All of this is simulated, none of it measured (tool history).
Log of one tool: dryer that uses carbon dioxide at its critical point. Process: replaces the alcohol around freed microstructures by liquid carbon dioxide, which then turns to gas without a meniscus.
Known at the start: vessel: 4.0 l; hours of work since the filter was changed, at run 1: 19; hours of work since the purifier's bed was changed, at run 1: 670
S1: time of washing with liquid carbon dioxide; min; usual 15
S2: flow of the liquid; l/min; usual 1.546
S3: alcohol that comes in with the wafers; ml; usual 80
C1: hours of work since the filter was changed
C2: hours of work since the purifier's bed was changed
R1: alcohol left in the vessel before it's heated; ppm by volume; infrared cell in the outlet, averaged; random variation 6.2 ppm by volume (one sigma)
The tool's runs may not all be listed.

run,day,S1,S2,S3,C1,C2,R1
1,0,15,1.546,80,19,670,349
2,0.45,12,1.546,80,26,678,695
3,1.183,12,1.546,80,39,691,713
4,1.962,12,1.546,80,53,705,731
5,2.438,15,1.546,80,61,713,366
6,3.104,15,1.546,65,72,724,318
7,3.692,15,1.546,65,83,735,327
8,4.646,15,1.546,65,99,751,342
9,5.508,15,1.546,80,114,766,391
10,6.146,15,1.546,83,125,777,412
11,6.617,15,1.546,83,133,785,415
12,7.342,12,1.546,80,146,798,831
13,8.192,12,1.546,80,161,813,807
14,8.942,15,1.546,80,174,826,433
15,9.938,15,1.546,80,191,843,426
# day 10.471: inlet filter changed
16,10.867,15,1.546,80,7,858,372
17,11.642,10,1.546,80,20,872,1220
18,12.371,10,1.546,28,33,884,513
19,13.338,10,0.94,98,50,901,4494
20,14.067,10,1.41,41,62,914,873
21,14.85,14,2.02,106,76,928,270
22,15.762,9,1.546,80,92,943,1602
23,16.792,15,1.22,80,110,961,856
24,17.475,15,1.22,80,122,973,862
25,18.125,15,1.03,80,133,984,1373
26,18.979,15,1.03,80,148,999,1390
27,19.904,15,1.03,80,164,1015,1367
28,20.554,9,1.99,68,175,1027,809
29,21.292,9,1.99,68,188,1039,828
# day 22.058: inlet filter changed
30,22.242,19,2.08,28,3,1055,148
# day 22.412: purifier's bed changed
31,22.912,22,1.97,119,13,9,11
32,23.879,22,1.9,61,29,26,15
33,24.8,10,1.9,95,45,41,676
34,25.804,10,1.9,95,63,59,693
35,26.533,15,0.94,50,76,72,959
36,27.154,9,2.03,25,86,82,218

Forecast each of these 4 alternatives for the next run:
A,27.954,16,2.03,25,100,96,?
B,27.954,9,2.03,65,100,96,?
C,27.954,16,1.05,98,100,96,?
D,27.954,19,0.99,67,100,96,?

run,R1
A,34
B,552
C,1148
D,558
Without the tool's hidden state the same runs would have given:
run,R1
A,18
B,483
C,1029
D,488

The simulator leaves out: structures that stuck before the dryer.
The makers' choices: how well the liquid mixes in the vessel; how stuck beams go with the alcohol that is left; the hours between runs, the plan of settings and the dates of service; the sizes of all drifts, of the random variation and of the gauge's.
